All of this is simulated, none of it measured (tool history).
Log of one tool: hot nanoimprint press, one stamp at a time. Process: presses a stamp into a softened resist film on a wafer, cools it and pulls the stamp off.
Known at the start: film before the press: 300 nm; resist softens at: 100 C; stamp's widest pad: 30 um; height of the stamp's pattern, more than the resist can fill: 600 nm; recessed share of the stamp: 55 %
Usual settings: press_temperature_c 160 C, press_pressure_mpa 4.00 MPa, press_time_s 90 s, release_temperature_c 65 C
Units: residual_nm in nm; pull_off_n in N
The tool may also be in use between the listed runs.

run   hour  press_temperature_c  press_pressure_mpa  press_time_s  release_temperature_c  residual_nm  pull_off_n
  1    0.0                  160                4.00            90                     65        147.4          93
  2    5.2                  160                4.00            90                     65        148.2          90
  3   13.7                  160                4.00            58                     65        172.8          92
  4   25.9                  149                4.00            90                     65        210.3          92
  5   37.9                  160                4.00            77                     65        156.9          94
  6   50.0                  160                4.20            77                     65        154.1          91
  7   60.1                  160                4.20            77                     65        153.2          93
  8   68.7                  160                4.19            90                     65        147.4          93
  9   74.0                  160                4.19            90                     65        147.1          95
 10   79.8                  160                4.19            90                     65        146.1          95
 11   87.6                  160                4.00            63                     65        168.6          96
 12   96.7                  160                4.00            63                     65        168.9          94
 13  102.4                  160                3.61            90                     65        156.4          93
 14  108.9                  152                4.00            90                     65        192.7          95
 15  117.8                  152                4.00            90                     65        194.1          93
     121.8  -- plate thermocouple calibrated
 16  129.9                  150                2.97            54                     52        246.2         102
 17  136.1                  150                2.97            74                     65        230.2          95
 18  143.9                  150                2.97            74                     65        234.9          95
     150.3  -- plate thermocouple calibrated, once more
 19  154.5                  165                2.57            90                     65        151.2          95
 20  160.0                  160                4.43            90                     67        139.6          92
 21  169.2                  164                4.00            88                     65        130.3          95
 22  179.8                  163                3.70           117                     65        124.9          94
 23  185.7                  160                5.42           102                     60        123.3          98
 24  193.7                  160                5.42            73                     60        139.5          99
 25  205.5                  160                4.00            64                     65        165.4          95
 26  215.4                  160                4.00            95                     65        144.6          97
 27  223.8                  160                4.00            95                     65        144.6          99
 28  234.3                  160                4.00            95                     65        144.6          97
 29  241.8                  149                5.65            57                     65        211.4          98

Forecast each of these 3 alternatives for the next run:
  A  247.6                  160                4.00            90                     50            ?           ?
  B  247.6                  160                4.80           164                     62            ?           ?
  C  247.6                  156                5.65           150                     60            ?           ?

run  residual_nm  pull_off_n
  A        146.9         105
  B        105.5          99
  C        121.6          99
Without the tool's hidden state the same runs would have given:
run  residual_nm  pull_off_n
  A        146.1          99
  B        104.7          93
  C        120.6          94
